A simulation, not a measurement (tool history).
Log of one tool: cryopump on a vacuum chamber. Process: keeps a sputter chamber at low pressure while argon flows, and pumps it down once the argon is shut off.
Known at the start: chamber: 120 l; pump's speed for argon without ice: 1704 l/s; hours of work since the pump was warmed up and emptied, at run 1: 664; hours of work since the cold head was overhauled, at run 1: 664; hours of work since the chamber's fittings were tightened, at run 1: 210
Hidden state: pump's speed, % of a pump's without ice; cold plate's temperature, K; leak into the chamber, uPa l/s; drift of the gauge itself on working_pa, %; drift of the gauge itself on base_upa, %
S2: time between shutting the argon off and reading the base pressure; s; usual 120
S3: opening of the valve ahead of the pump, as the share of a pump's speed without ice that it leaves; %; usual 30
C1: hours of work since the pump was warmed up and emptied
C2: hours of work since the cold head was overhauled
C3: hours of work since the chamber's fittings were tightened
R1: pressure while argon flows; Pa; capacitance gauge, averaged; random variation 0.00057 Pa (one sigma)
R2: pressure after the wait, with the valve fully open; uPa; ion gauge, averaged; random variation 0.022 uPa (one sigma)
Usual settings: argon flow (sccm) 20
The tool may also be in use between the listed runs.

{"run": 1, "hour": 0.0, "argon flow (sccm)": 20, "S2": 120, "S3": 30, "C1": 664, "C2": 664, "C3": 210, "R1": 0.072, "R2": 1.06}
{"run": 2, "hour": 39.6, "argon flow (sccm)": 20, "S2": 120, "S3": 30, "C1": 693, "C2": 693, "C3": 239, "R1": 0.0718, "R2": 1.11}
{"run": 3, "hour": 70.4, "argon flow (sccm)": 20, "S2": 120, "S3": 30, "C1": 715, "C2": 715, "C3": 262, "R1": 0.0726, "R2": 1.12}
{"hour": 84.7, "done": "pump warmed up, emptied and cooled again"}
{"run": 4, "hour": 114.7, "argon flow (sccm)": 25, "S2": 120, "S3": 30, "C1": 22, "C2": 744, "C3": 291, "R1": 0.0827, "R2": 1.01}
{"run": 5, "hour": 169.9, "argon flow (sccm)": 20, "S2": 120, "S3": 30, "C1": 63, "C2": 785, "C3": 331, "R1": 0.0673, "R2": 1.09}
{"run": 6, "hour": 213.8, "argon flow (sccm)": 20, "S2": 120, "S3": 30, "C1": 95, "C2": 817, "C3": 364, "R1": 0.0679, "R2": 1.09}
{"run": 7, "hour": 247.4, "argon flow (sccm)": 20, "S2": 120, "S3": 30, "C1": 120, "C2": 842, "C3": 389, "R1": 0.0669, "R2": 1.15}
{"run": 8, "hour": 304.9, "argon flow (sccm)": 20, "S2": 120, "S3": 30, "C1": 162, "C2": 884, "C3": 431, "R1": 0.0681, "R2": 1.27}
{"run": 9, "hour": 343.5, "argon flow (sccm)": 20, "S2": 120, "S3": 30, "C1": 191, "C2": 913, "C3": 459, "R1": 0.0672, "R2": 1.2}
{"run": 10, "hour": 385.8, "argon flow (sccm)": 20, "S2": 120, "S3": 30, "C1": 222, "C2": 944, "C3": 490, "R1": 0.0679, "R2": 1.25}
{"run": 11, "hour": 426.0, "argon flow (sccm)": 20, "S2": 258, "S3": 30, "C1": 251, "C2": 973, "C3": 520, "R1": 0.0683, "R2": 1.07}
{"run": 12, "hour": 453.1, "argon flow (sccm)": 20, "S2": 258, "S3": 30, "C1": 271, "C2": 994, "C3": 540, "R1": 0.0688, "R2": 1.13}
{"run": 13, "hour": 502.2, "argon flow (sccm)": 20, "S2": 120, "S3": 30, "C1": 307, "C2": 1030, "C3": 576, "R1": 0.0681, "R2": 1.42}
{"run": 14, "hour": 551.4, "argon flow (sccm)": 20, "S2": 120, "S3": 30, "C1": 344, "C2": 1066, "C3": 612, "R1": 0.0686, "R2": 1.47}
{"run": 15, "hour": 575.7, "argon flow (sccm)": 20, "S2": 132, "S3": 30, "C1": 362, "C2": 1084, "C3": 630, "R1": 0.0692, "R2": 1.49}
{"run": 16, "hour": 624.2, "argon flow (sccm)": 20, "S2": 132, "S3": 30, "C1": 397, "C2": 1119, "C3": 666, "R1": 0.0697, "R2": 1.47}
{"run": 17, "hour": 655.3, "argon flow (sccm)": 20, "S2": 132, "S3": 30, "C1": 420, "C2": 1142, "C3": 689, "R1": 0.0693, "R2": 1.54}
{"run": 18, "hour": 701.3, "argon flow (sccm)": 9, "S2": 39, "S3": 28, "C1": 454, "C2": 1176, "C3": 723, "R1": 0.0331, "R2": 2.73}
{"run": 19, "hour": 736.5, "argon flow (sccm)": 11, "S2": 44, "S3": 30, "C1": 480, "C2": 1202, "C3": 749, "R1": 0.0391, "R2": 2.42}
{"run": 20, "hour": 764.2, "argon flow (sccm)": 13, "S2": 214, "S3": 30, "C1": 500, "C2": 1223, "C3": 769, "R1": 0.0453, "R2": 1.56}
{"run": 21, "hour": 790.5, "argon flow (sccm)": 9, "S2": 94, "S3": 26, "C1": 520, "C2": 1242, "C3": 788, "R1": 0.0357, "R2": 1.89}
{"run": 22, "hour": 829.4, "argon flow (sccm)": 20, "S2": 169, "S3": 45, "C1": 548, "C2": 1271, "C3": 817, "R1": 0.0489, "R2": 1.62}
{"run": 23, "hour": 887.5, "argon flow (sccm)": 21, "S2": 120, "S3": 56, "C1": 591, "C2": 1313, "C3": 860, "R1": 0.0424, "R2": 1.8}
{"run": 24, "hour": 938.4, "argon flow (sccm)": 21, "S2": 120, "S3": 56, "C1": 629, "C2": 1351, "C3": 897, "R1": 0.0432, "R2": 2}
{"run": 25, "hour": 988.5, "argon flow (sccm)": 21, "S2": 120, "S3": 56, "C1": 665, "C2": 1388, "C3": 934, "R1": 0.0428, "R2": 2.08}
{"run": 26, "hour": 1031.9, "argon flow (sccm)": 17, "S2": 33, "S3": 33, "C1": 697, "C2": 1420, "C3": 966, "R1": 0.0564, "R2": 3.32}
{"hour": 1070.7, "done": "pump warmed up, emptied and cooled again"}
{"run": 27, "hour": 1092.5, "argon flow (sccm)": 14, "S2": 72, "S3": 19, "C1": 16, "C2": 1461, "C3": 1007, "R1": 0.0743, "R2": 2.1}
{"run": 28, "hour": 1130.8, "argon flow (sccm)": 14, "S2": 27, "S3": 40, "C1": 44, "C2": 1489, "C3": 1035, "R1": 0.0342, "R2": 3.47}
{"run": 29, "hour": 1169.6, "argon flow (sccm)": 14, "S2": 27, "S3": 40, "C1": 73, "C2": 1517, "C3": 1064, "R1": 0.0346, "R2": 3.51}
{"run": 30, "hour": 1216.1, "argon flow (sccm)": 14, "S2": 27, "S3": 40, "C1": 107, "C2": 1552, "C3": 1098, "R1": 0.0358, "R2": 3.59}
{"run": 31, "hour": 1259.2, "argon flow (sccm)": 11, "S2": 84, "S3": 17, "C1": 139, "C2": 1583, "C3": 1130, "R1": 0.0643, "R2": 2.18}
{"run": 32, "hour": 1297.5, "argon flow (sccm)": 19, "S2": 62, "S3": 42, "C1": 167, "C2": 1612, "C3": 1158, "R1": 0.0456, "R2": 2.44}
{"run": 33, "hour": 1323.7, "argon flow (sccm)": 19, "S2": 213, "S3": 42, "C1": 186, "C2": 1631, "C3": 1177, "R1": 0.0466, "R2": 1.82}
{"run": 34, "hour": 1354.5, "argon flow (sccm)": 19, "S2": 213, "S3": 42, "C1": 209, "C2": 1653, "C3": 1200, "R1": 0.0467, "R2": 1.87}

Measured less the same run without the tool's hidden state. The same run-to-run variation is in both; the gauge's scatter may not be:
run=1 R1=+0.0059 R2=+0.41
run=2 R1=+0.0061 R2=+0.45
run=3 R1=+0.0065 R2=+0.48
run=4 R1=+0.0005 R2=+0.36
run=5 R1=+0.0006 R2=+0.41
run=6 R1=+0.0009 R2=+0.46
run=7 R1=+0.0011 R2=+0.49
run=8 R1=+0.0015 R2=+0.58
run=9 R1=+0.0017 R2=+0.58
run=10 R1=+0.0019 R2=+0.64
run=11 R1=+0.0022 R2=+0.66
run=12 R1=+0.0023 R2=+0.72
run=13 R1=+0.0026 R2=+0.76
run=14 R1=+0.0029 R2=+0.82
run=15 R1=+0.0031 R2=+0.86
run=16 R1=+0.0034 R2=+0.88
run=17 R1=+0.0036 R2=+0.94
run=18 R1=+0.0018 R2=+1.03
run=19 R1=+0.0023 R2=+1.02
run=20 R1=+0.0029 R2=+1.12
run=21 R1=+0.0021 R2=+1.1
run=22 R1=+0.0048 R2=+1.15
run=23 R1=+0.0056 R2=+1.23
run=24 R1=+0.006 R2=+1.36
run=25 R1=+0.0065 R2=+1.41
run=26 R1=+0.0057 R2=+1.45
run=27 R1=+0.0002 R2=+1.14
run=28 R1=+0.0003 R2=+1.17
run=29 R1=+0.0004 R2=+1.2
run=30 R1=+0.0006 R2=+1.27
run=31 R1=+0.0007 R2=+1.31
run=32 R1=+0.0013 R2=+1.33
run=33 R1=+0.0015 R2=+1.39
run=34 R1=+0.0016 R2=+1.42

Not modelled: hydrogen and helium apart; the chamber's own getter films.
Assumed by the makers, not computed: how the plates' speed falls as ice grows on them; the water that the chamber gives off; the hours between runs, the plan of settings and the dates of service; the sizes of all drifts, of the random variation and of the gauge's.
